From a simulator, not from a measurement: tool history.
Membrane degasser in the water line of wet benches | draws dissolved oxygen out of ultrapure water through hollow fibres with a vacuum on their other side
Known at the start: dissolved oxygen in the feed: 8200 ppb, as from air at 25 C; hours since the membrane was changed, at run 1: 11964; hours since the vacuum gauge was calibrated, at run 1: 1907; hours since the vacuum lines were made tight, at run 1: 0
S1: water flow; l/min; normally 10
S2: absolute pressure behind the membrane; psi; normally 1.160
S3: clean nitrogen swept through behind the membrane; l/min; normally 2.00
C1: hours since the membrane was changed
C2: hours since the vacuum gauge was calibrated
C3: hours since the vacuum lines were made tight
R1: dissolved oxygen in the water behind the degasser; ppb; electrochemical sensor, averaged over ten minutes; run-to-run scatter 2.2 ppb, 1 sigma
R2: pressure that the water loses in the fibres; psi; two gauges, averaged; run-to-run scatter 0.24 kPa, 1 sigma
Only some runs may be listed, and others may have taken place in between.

run 1 hour=0.0 | S1=10 S2=1.160 S3=2.00 | C1=11964 C2=1907 C3=0 | R1=290.8 R2=9.981
run 2 hour=262.0 | S1=10 S2=1.160 S3=2.00 | C1=12226 C2=2169 C3=262 | R1=291.6 R2=10.055
run 3 hour=522.2 | S1=10 S2=1.160 S3=2.00 | C1=12486 C2=2429 C3=522 | R1=296.5 R2=10.025
run 4 hour=758.2 | S1=11 S2=1.160 S3=2.00 | C1=12722 C2=2665 C3=758 | R1=354.3 R2=11.082
run 5 hour=1034.2 | S1=11 S2=1.160 S3=2.00 | C1=12998 C2=2941 C3=1034 | R1=369.6 R2=11.200
run 6 hour=1173.6 | S1=10 S2=1.160 S3=0.97 | C1=13138 C2=3081 C3=1174 | R1=358.6 R2=10.112
-- hour=1444.3 membrane cartridge changed
run 7 hour=1510.1 | S1=10 S2=1.160 S3=0.97 | C1=66 C2=3413 C3=1506 | R1=283.9 R2=9.134
run 8 hour=1744.8 | S1=10 S2=1.160 S3=3.29 | C1=301 C2=3648 C3=1741 | R1=199.6 R2=9.171
run 9 hour=1993.5 | S1=10 S2=1.160 S3=3.29 | C1=549 C2=3896 C3=1990 | R1=206.2 R2=9.237
run 10 hour=2160.8 | S1=10 S2=1.160 S3=3.29 | C1=717 C2=4064 C3=2157 | R1=204.2 R2=9.232
run 11 hour=2385.1 | S1=10 S2=1.160 S3=3.29 | C1=941 C2=4288 C3=2381 | R1=205.2 R2=9.203
run 12 hour=2541.0 | S1=12 S2=1.160 S3=3.29 | C1=1097 C2=4444 C3=2537 | R1=312.3 R2=11.145
run 13 hour=2678.4 | S1=10 S2=1.160 S3=1.19 | C1=1234 C2=4581 C3=2674 | R1=276.2 R2=9.284
run 14 hour=2883.9 | S1=10 S2=1.160 S3=1.19 | C1=1440 C2=4787 C3=2880 | R1=273.1 R2=9.248
-- hour=2899.2 vacuum gauge calibrated
run 15 hour=3191.3 | S1=10 S2=1.160 S3=2.00 | C1=1747 C2=292 C3=3187 | R1=237.0 R2=9.285
run 16 hour=3464.6 | S1=10 S2=1.160 S3=2.00 | C1=2020 C2=565 C3=3460 | R1=232.9 R2=9.300
run 17 hour=3649.8 | S1=10 S2=1.887 S3=1.58 | C1=2205 C2=751 C3=3645 | R1=326.9 R2=9.385
run 18 hour=3834.4 | S1=7 S2=1.516 S3=3.81 | C1=2390 C2=935 C3=3830 | R1=95.8 R2=6.517
-- hour=4045.1 seals of the vacuum lines changed
run 19 hour=4170.3 | S1=13 S2=0.809 S3=2.14 | C1=2724 C2=1269 C3=125 | R1=375.6 R2=12.176
run 20 hour=4351.1 | S1=13 S2=2.000 S3=3.06 | C1=2904 C2=1450 C3=306 | R1=454.5 R2=12.083
run 21 hour=4530.6 | S1=11 S2=0.817 S3=4.16 | C1=3084 C2=1629 C3=486 | R1=246.0 R2=10.293
run 22 hour=4813.9 | S1=15 S2=0.817 S3=4.16 | C1=3367 C2=1913 C3=769 | R1=497.7 R2=14.079
-- hour=4880.8 vacuum gauge calibrated, once more
run 23 hour=5083.7 | S1=15 S2=0.817 S3=4.16 | C1=3636 C2=203 C3=1038 | R1=498.9 R2=14.108
run 24 hour=5389.4 | S1=16 S2=0.801 S3=2.00 | C1=3942 C2=509 C3=1344 | R1=588.7 R2=15.117
run 25 hour=5719.0 | S1=12 S2=1.600 S3=2.33 | C1=4272 C2=838 C3=1673 | R1=394.5 R2=11.364
run 26 hour=5912.1 | S1=12 S2=1.343 S3=0.81 | C1=4465 C2=1031 C3=1867 | R1=495.4 R2=11.354
run 27 hour=6133.2 | S1=6 S2=1.226 S3=2.00 | C1=4686 C2=1252 C3=2088 | R1=75.6 R2=5.661
run 28 hour=6462.1 | S1=6 S2=1.226 S3=2.00 | C1=5015 C2=1581 C3=2417 | R1=79.4 R2=5.716
run 29 hour=6673.6 | S1=14 S2=2.473 S3=5.47 | C1=5226 C2=1793 C3=2628 | R1=508.5 R2=13.314
run 30 hour=6839.8 | S1=14 S2=2.473 S3=5.47 | C1=5393 C2=1959 C3=2794 | R1=503.4 R2=13.374
run 31 hour=7131.7 | S1=7 S2=2.690 S3=2.00 | C1=5684 C2=2251 C3=3086 | R1=201.0 R2=6.691
run 32 hour=7440.5 | S1=7 S2=2.690 S3=2.00 | C1=5993 C2=2560 C3=3395 | R1=204.2 R2=6.714

4 ways to go on from here, each from the tool as it stands after run 32. What would each give?
run A hour=7689.3 | S1=7 S2=2.690 S3=3.25 | C1=6242 C2=2809 C3=3644 | R1=? R2=?
run B hour=7689.3 | S1=10 S2=1.160 S3=3.55 | C1=6242 C2=2809 C3=3644 | R1=? R2=?
run C hour=7689.3 | S1=12 S2=2.012 S3=1.28 | C1=6242 C2=2809 C3=3644 | R1=? R2=?
run D hour=7689.3 | S1=7 S2=2.690 S3=2.06 | C1=6242 C2=2809 C3=3644 | R1=? R2=?

run=A R1=155.3 R2=6.698
run=B R1=232.5 R2=9.609
run=C R1=550.4 R2=11.533
run=D R1=200.7 R2=6.736
Take away the tool's hidden state, keep each run's random variation, and the runs would have read:
run=A R1=136.6 R2=6.396
run=B R1=198.8 R2=9.178
run=C R1=498.8 R2=11.014
run=D R1=179.9 R2=6.432

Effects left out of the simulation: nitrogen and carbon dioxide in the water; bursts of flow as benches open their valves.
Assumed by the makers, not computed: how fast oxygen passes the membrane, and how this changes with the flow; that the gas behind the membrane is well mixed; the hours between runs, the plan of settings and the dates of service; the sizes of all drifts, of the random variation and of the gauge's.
